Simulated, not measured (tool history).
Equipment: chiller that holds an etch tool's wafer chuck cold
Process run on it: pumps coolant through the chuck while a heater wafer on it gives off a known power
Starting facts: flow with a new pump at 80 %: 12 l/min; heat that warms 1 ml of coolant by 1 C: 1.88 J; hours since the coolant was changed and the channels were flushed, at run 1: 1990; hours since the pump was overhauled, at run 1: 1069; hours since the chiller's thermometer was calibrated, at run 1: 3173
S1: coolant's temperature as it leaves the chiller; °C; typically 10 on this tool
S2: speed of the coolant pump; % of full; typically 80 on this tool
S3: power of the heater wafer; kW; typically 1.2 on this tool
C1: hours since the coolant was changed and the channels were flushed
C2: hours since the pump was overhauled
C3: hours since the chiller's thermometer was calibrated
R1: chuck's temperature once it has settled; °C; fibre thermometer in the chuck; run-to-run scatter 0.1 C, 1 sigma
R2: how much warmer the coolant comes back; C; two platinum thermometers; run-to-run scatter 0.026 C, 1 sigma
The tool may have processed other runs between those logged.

{"run": 1, "hour": 0.0, "S1": 10, "S2": 80, "S3": 1.2, "C1": 1990, "C2": 1069, "C3": 3173, "R1": 17.6, "R2": 3.2}
{"run": 2, "hour": 31.0, "S1": 10, "S2": 80, "S3": 1.2, "C1": 2021, "C2": 1100, "C3": 3204, "R1": 17.4, "R2": 3.21}
{"run": 3, "hour": 52.1, "S1": 10, "S2": 80, "S3": 0.602, "C1": 2042, "C2": 1121, "C3": 3225, "R1": 13.8, "R2": 1.56}
{"run": 4, "hour": 79.5, "S1": 10, "S2": 80, "S3": 1.415, "C1": 2069, "C2": 1149, "C3": 3253, "R1": 18.8, "R2": 3.74}
{"run": 5, "hour": 93.4, "S1": 10, "S2": 80, "S3": 1.415, "C1": 2083, "C2": 1163, "C3": 3267, "R1": 18.8, "R2": 3.73}
{"hour": 107.9, "done": "chiller's thermometer calibrated"}
{"run": 6, "hour": 116.7, "S1": 10, "S2": 64, "S3": 1.2, "C1": 2105, "C2": 1185, "C3": 9, "R1": 18.7, "R2": 4}
{"run": 7, "hour": 144.8, "S1": 10, "S2": 80, "S3": 0.686, "C1": 2133, "C2": 1213, "C3": 37, "R1": 14.2, "R2": 1.77}
{"run": 8, "hour": 159.5, "S1": 10, "S2": 80, "S3": 0.686, "C1": 2148, "C2": 1228, "C3": 52, "R1": 14.4, "R2": 1.82}
{"run": 9, "hour": 189.2, "S1": 10, "S2": 80, "S3": 1.2, "C1": 2178, "C2": 1257, "C3": 81, "R1": 17.5, "R2": 3.15}
{"run": 10, "hour": 212.5, "S1": 10, "S2": 80, "S3": 1.2, "C1": 2201, "C2": 1281, "C3": 105, "R1": 17.5, "R2": 3.11}
{"run": 11, "hour": 226.5, "S1": 10, "S2": 80, "S3": 1.2, "C1": 2215, "C2": 1295, "C3": 119, "R1": 17.6, "R2": 3.15}
{"run": 12, "hour": 252.5, "S1": 10, "S2": 80, "S3": 1.2, "C1": 2241, "C2": 1321, "C3": 145, "R1": 17.4, "R2": 3.13}
{"run": 13, "hour": 273.9, "S1": 10, "S2": 80, "S3": 1.2, "C1": 2263, "C2": 1342, "C3": 166, "R1": 17.5, "R2": 3.11}
{"run": 14, "hour": 296.1, "S1": 10, "S2": 80, "S3": 1.2, "C1": 2285, "C2": 1364, "C3": 188, "R1": 17.6, "R2": 3.08}
{"run": 15, "hour": 313.9, "S1": 10, "S2": 88, "S3": 1.2, "C1": 2303, "C2": 1382, "C3": 206, "R1": 17, "R2": 2.77}
{"run": 16, "hour": 334.4, "S1": 10, "S2": 80, "S3": 1.2, "C1": 2323, "C2": 1403, "C3": 227, "R1": 17.6, "R2": 3.13}
{"run": 17, "hour": 351.5, "S1": 10, "S2": 80, "S3": 1.2, "C1": 2340, "C2": 1420, "C3": 244, "R1": 17.5, "R2": 3.08}

Forecast run 18:
{"run": 18, "hour": 373.0, "S1": 10, "S2": 80, "S3": 1.2, "C1": 2362, "C2": 1441, "C3": 265, "R1": "?", "R2": "?"}

{"run 18": {"R1": 17.4, "R2": 3.06}}
The same run, on a tool lacking any hidden state, would have yielded R1 17.4 °C, R2 3.18 C.

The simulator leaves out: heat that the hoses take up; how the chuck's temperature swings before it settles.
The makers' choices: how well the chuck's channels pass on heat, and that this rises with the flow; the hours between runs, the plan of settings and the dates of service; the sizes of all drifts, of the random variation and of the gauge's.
